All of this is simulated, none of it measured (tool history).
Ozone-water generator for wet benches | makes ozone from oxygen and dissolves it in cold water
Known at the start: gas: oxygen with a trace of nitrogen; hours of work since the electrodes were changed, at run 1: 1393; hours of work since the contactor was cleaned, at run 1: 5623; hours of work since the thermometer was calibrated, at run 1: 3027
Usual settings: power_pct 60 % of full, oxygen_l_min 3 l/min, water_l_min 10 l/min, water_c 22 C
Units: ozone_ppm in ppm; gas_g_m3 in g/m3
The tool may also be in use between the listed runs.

run,hour,power_pct,oxygen_l_min,water_l_min,water_c,hours of work since the electrodes were changed,hours of work since the contactor was cleaned,hours of work since the thermometer was calibrated,ozone_ppm,gas_g_m3
1,0,60,3,10,22,1393,5623,3027,18.6,200.7
2,112.7,60,3,10,22,1500,5731,3135,18.6,196
3,180.2,60,3,10,22,1565,5795,3199,18.6,197.9
4,256.3,60,3,10,22,1637,5868,3272,18.8,195.7
5,367.4,60,3,10,22,1743,5973,3377,18.3,195.8
6,496.6,60,3,10,22,1866,6097,3501,18.5,197.4
7,591.2,60,3,10,22,1957,6187,3591,18.6,195.8
8,699.2,60,3,10,22,2060,6290,3694,18.5,196.1
9,760.7,60,3,9,22,2118,6348,3752,19.9,197
10,831.5,60,3,9,22,2186,6416,3820,19.8,194.3
11,929.6,60,3,9,22,2279,6509,3913,19.4,193.2
12,1055,60,3,10,22,2399,6629,4033,18,193.3
13,1126.3,60,3,10,22,2467,6697,4101,17.8,193.4
14,1197.5,60,3,10,22,2535,6765,4169,18.1,194.9
# hour 1259.7: contactor cleaned
15,1259.7,60,3,10,22,2590,0,4224,19.4,191.8
16,1345.7,60,3,10,22,2672,82,4306,19.2,192.9
17,1404.3,60,3,10,22,2728,138,4362,19.3,190.6
18,1531.5,60,3,12,22,2849,259,4483,16.2,191.9
19,1649.6,41,1.9,10,22,2962,372,4596,15.1,195.2
# hour 1693.3: water thermometer calibrated
20,1726.5,90,1.61,10,22,3034,444,32,21.8,306.2
21,1790.4,90,1.61,6,16,3095,505,92,35.5,309.7
22,1877.7,60,3,10,22,3179,588,176,19.1,190
23,2002.2,60,3,10,22,3297,707,294,18.9,188.5
24,2087.3,60,4.44,10,22,3378,788,376,18.6,155.9
25,2181.6,60,4.44,10,19,3468,878,465,19.8,156.9
26,2311.4,60,4.44,10,19,3592,1002,589,19.6,157.2
27,2433.6,60,4.44,10,19,3708,1118,706,19.5,156.2
28,2563.3,60,4.05,7,22,3832,1242,829,23,161.6
29,2693.3,41,2.39,11,17,3956,1366,953,15,173.1
30,2758.7,69,2.5,11,22,4018,1428,1015,18.1,214.6
31,2871.5,69,2.5,11,22,4126,1536,1123,17.9,213.5
32,2932.9,41,1.73,8,22,4184,1594,1181,17.4,196.6
33,3029.3,41,1.73,8,22,4276,1686,1273,17.6,197.7

Forecast each of these 3 alternatives for the next run:
A,3145.5,42,1.9,8,27,4387,1797,1384,?,?
B,3145.5,41,1.95,8,22,4387,1797,1384,?,?
C,3145.5,93,3.92,8,22,4387,1797,1384,?,?

run,ozone_ppm,gas_g_m3
A,16.6,190.8
B,17.3,186.9
C,25.1,199.1
Without the tool's hidden state the same runs would have given:
run,ozone_ppm,gas_g_m3
A,18.5,208.8
B,19.2,204.3
C,29.3,228.4
